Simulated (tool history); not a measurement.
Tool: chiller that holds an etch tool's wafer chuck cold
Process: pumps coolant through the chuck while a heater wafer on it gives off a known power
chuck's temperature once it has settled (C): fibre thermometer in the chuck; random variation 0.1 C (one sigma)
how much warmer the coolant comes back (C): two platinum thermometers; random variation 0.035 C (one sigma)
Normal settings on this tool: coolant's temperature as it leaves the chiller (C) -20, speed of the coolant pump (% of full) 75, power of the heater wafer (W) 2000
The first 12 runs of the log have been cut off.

run,hour,coolant's temperature as it leaves the chiller (C),speed of the coolant pump (% of full),power of the heater wafer (W),hours since the coolant was changed and the channels were flushed,hours since the pump was overhauled,hours since the chiller's thermometer was calibrated,chuck's temperature once it has settled (C),how much warmer the coolant comes back (C)
13,1734.3,-20,75,2000,1778,5273,2989,4.5,6.14
14,1932.7,-20,75,2000,1977,5471,3187,4.4,6.1
15,2048.9,-20,75,2000,2093,5588,3304,4.4,6.06
16,2250.6,-20,73,2000,2295,5789,3505,5,6.27
17,2441.8,-20,75,1618,2486,5981,3697,0,4.97
18,2568.7,-13,84,2765,2613,6107,3823,19.2,7.66
19,2675.5,-25,75,1323,2719,6214,3930,-8.8,4.09
20,2800.8,-20,71,1356,2845,6340,4056,-2.9,4.43
21,2973.5,-27,78,1622,3018,6512,4228,-7.4,4.76
22,3070.5,-27,78,1622,3114,6609,4325,-7.5,4.78
23,3265.7,-19,74,2607,3310,6804,4520,13.8,8.23
24,3361.4,-19,74,2607,3405,6900,4616,14,8.13
25,3498.2,-19,74,2607,3542,7037,4753,14,8.11
26,3615.9,-19,74,2607,3660,7155,4871,14.1,8.17
27,3711.4,-22,74,1560,3755,7250,4966,-2.2,4.84
28,3805.1,-22,66,1650,3849,7344,5060,0.4,5.78
29,3925.8,-23,72,2000,3970,7465,5181,2.9,6.45
30,4075.9,-23,72,2000,4120,7615,5331,2.9,6.45
31,4289.8,-23,72,2000,4334,7829,5545,3,6.42
32,4402.7,-24,100,1107,4447,7941,5657,-12.5,2.64

3 options for the next run, each taken on its own from the tool as it stands now. Forecast them:
# hour 4443.8: chiller's thermometer calibrated
A,4508.9,-20,96,1874,4552,8047,65,?,?
# hour 4443.8: chiller's thermometer calibrated
B,4508.9,-13,100,1107,4552,8047,65,?,?
# hour 4443.8: chiller's thermometer calibrated
C,4508.9,-21,75,2000,4552,8047,65,?,?

run,chuck's temperature once it has settled (C),how much warmer the coolant comes back (C)
A,1.1,4.61
B,-1,2.63
C,4.8,6.23
With no hidden state in the tool, these same runs would have given:
run,chuck's temperature once it has settled (C),how much warmer the coolant comes back (C)
A,-0.9,4.33
B,-2.1,2.47
C,2.4,5.85

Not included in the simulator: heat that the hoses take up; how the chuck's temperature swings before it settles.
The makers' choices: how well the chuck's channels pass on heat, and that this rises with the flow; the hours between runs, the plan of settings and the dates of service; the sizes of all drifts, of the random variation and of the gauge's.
